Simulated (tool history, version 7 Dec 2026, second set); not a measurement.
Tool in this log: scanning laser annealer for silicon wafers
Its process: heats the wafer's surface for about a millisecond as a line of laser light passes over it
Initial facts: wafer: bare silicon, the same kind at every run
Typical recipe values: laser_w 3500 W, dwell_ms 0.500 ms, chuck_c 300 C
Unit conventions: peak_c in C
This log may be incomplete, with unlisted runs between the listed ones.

| run | hour | laser_w | dwell_ms | chuck_c | peak_c |
|---|---|---|---|---|---|
| 1 | 0.0 | 3500 | 0.500 | 300 | 1056 |
| 2 | 7.0 | 3500 | 0.500 | 300 | 1059 |
| 3 | 14.7 | 3500 | 0.500 | 300 | 1057 |
| 4 | 23.4 | 3500 | 0.500 | 300 | 1054 |
| 5 | 28.4 | 3500 | 0.500 | 300 | 1056 |
| 6 | 33.4 | 3500 | 0.500 | 300 | 1059 |
| 7 | 43.7 | 3500 | 0.500 | 312 | 1069 |
| 8 | 54.0 | 3500 | 0.500 | 300 | 1057 |
| 9 | 64.2 | 3500 | 0.500 | 300 | 1056 |
| 10 | 72.3 | 3500 | 0.500 | 300 | 1054 |
| 11 | 80.1 | 3500 | 0.500 | 300 | 1056 |
| 12 | 87.0 | 3500 | 0.500 | 300 | 1053 |
| 13 | 96.4 | 3055 | 0.500 | 300 | 944 |
| 14 | 104.7 | 3055 | 0.353 | 300 | 848 |
| 15 | 114.7 | 3500 | 0.500 | 317 | 1073 |
| 16 | 122.8 | 3500 | 0.500 | 317 | 1073 |
| 17 | 127.7 | 3500 | 0.500 | 317 | 1075 |
| 18 | 137.8 | 3500 | 0.500 | 317 | 1071 |
| 19 | 151.0 | 3500 | 0.500 | 317 | 1073 |
| 20 | 159.6 | 3018 | 0.500 | 317 | 949 |
| 21 | 167.0 | 3018 | 0.500 | 317 | 949 |
| 22 | 172.1 | 3018 | 0.473 | 303 | 919 |
| 23 | 180.7 | 3100 | 0.505 | 276 | 929 |
| 24 | 189.1 | 3442 | 0.509 | 325 | 1074 |
| 25 | 197.2 | 3500 | 0.427 | 323 | 1033 |
| 26 | 205.6 | 3298 | 0.500 | 313 | 1017 |
| 27 | 211.0 | 3298 | 0.500 | 313 | 1016 |
| 28 | 215.7 | 3403 | 0.500 | 339 | 1067 |
| 29 | 223.5 | 3403 | 0.472 | 339 | 1054 |
| 30 | 231.6 | 3403 | 0.472 | 339 | 1053 |
| 31 | 241.8 | 3773 | 0.590 | 298 | 1190 |
| 32 | 246.1 | 3451 | 0.414 | 321 | 1007 |
| 33 | 253.0 | 3449 | 0.607 | 300 | 1108 |
| 34 | 259.1 | 3094 | 0.421 | 300 | 901 |
| 35 | 263.4 | 3020 | 0.500 | 290 | 920 |
| 36 | 273.7 | 3417 | 0.602 | 297 | 1092 |
| 37 | 279.9 | 3417 | 0.602 | 278 | 1075 |
| 38 | 287.3 | 3417 | 0.602 | 278 | 1074 |
| 39 | 296.0 | 3544 | 0.575 | 266 | 1086 |
| 40 | 305.3 | 3802 | 0.448 | 271 | 1069 |

The log once held 1 entry between its listed runs, left out of this copy. Where does each go, and what is different about the tool's unlogged condition between the listed run before it and the listed run after it?
In the gap between runs 18 and 19: optics aligned, line set to its width (hour 146.4)
  width of the line over the set one, %: 0.08 -> 0

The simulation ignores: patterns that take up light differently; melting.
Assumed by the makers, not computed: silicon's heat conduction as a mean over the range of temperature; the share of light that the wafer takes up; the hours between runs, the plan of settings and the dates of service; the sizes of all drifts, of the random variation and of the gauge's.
